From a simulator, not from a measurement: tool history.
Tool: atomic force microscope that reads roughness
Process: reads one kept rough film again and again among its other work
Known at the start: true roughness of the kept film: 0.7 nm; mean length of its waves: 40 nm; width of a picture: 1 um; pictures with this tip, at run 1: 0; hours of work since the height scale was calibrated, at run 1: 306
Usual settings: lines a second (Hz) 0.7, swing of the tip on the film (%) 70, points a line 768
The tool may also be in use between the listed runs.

| run | hour | lines a second (Hz) | swing of the tip on the film (%) | points a line | pictures with this tip | hours of work since the height scale was calibrated | roughness of the kept film (nm (root mean square)) |
|---|---|---|---|---|---|---|---|
| 1 | 0 | 0.7 | 70 | 768 | 0 | 306 | 0.662 |
| 2 | 11.9 | 0.7 | 70 | 768 | 17 | 313 | 0.656 |
| 3 | 20 | 0.7 | 70 | 768 | 29 | 319 | 0.656 |
| 4 | 26.8 | 0.7 | 85 | 768 | 39 | 323 | 0.627 |
| 5 | 32.4 | 0.7 | 85 | 768 | 47 | 327 | 0.626 |
| 6 | 40.1 | 0.7 | 70 | 768 | 58 | 332 | 0.653 |
| 7 | 51.8 | 0.62 | 70 | 768 | 75 | 339 | 0.651 |
| 8 | 63 | 0.7 | 61 | 768 | 91 | 346 | 0.655 |
| 9 | 70.2 | 0.7 | 61 | 768 | 101 | 351 | 0.642 |
| 10 | 78.2 | 3.279 | 61 | 768 | 113 | 356 | 0.614 |
| 11 | 86.6 | 0.7 | 87 | 768 | 125 | 362 | 0.62 |
| 12 | 93.5 | 1.386 | 87 | 768 | 135 | 366 | 0.582 |
| 13 | 99.1 | 0.7 | 67 | 755 | 143 | 370 | 0.652 |
| 14 | 109.7 | 0.7 | 67 | 755 | 159 | 376 | 0.643 |
| 15 | 118.6 | 0.516 | 73 | 328 | 172 | 382 | 0.629 |
| 16 | 130.3 | 3.071 | 70 | 768 | 189 | 390 | 0.578 |
| 17 | 136.5 | 3.071 | 70 | 768 | 198 | 394 | 0.574 |
| 18 | 144.3 | 3.071 | 70 | 768 | 209 | 399 | 0.578 |
| 19 | 149.4 | 3.071 | 70 | 768 | 216 | 402 | 0.58 |
| 20 | 154.8 | 0.519 | 70 | 424 | 224 | 406 | 0.632 |
|  | 162.5 | new tip fitted |
| 21 | 164.8 | 3.676 | 70 | 286 | 4 | 412 | 0.582 |
| 22 | 173.6 | 3.676 | 70 | 286 | 16 | 417 | 0.58 |

5 ways to go on from here, each from the tool as it stands after run 22. What would each give?
| A | 178.8 | 2.73 | 56 | 467 | 24 | 421 | ? |
| B | 178.8 | 1.098 | 60 | 520 | 24 | 421 | ? |
| C | 178.8 | 3.676 | 70 | 706 | 24 | 421 | ? |
| D | 178.8 | 0.813 | 63 | 451 | 24 | 421 | ? |
| E | 178.8 | 3.676 | 70 | 341 | 24 | 421 | ? |

| run | roughness of the kept film (nm (root mean square)) |
|---|---|
| A | 0.639 |
| B | 0.657 |
| C | 0.575 |
| D | 0.665 |
| E | 0.58 |
Without the tool's hidden state the same runs would have given:
| run | roughness of the kept film (nm (root mean square)) |
|---|---|
| A | 0.649 |
| B | 0.668 |
| C | 0.585 |
| D | 0.676 |
| E | 0.589 |

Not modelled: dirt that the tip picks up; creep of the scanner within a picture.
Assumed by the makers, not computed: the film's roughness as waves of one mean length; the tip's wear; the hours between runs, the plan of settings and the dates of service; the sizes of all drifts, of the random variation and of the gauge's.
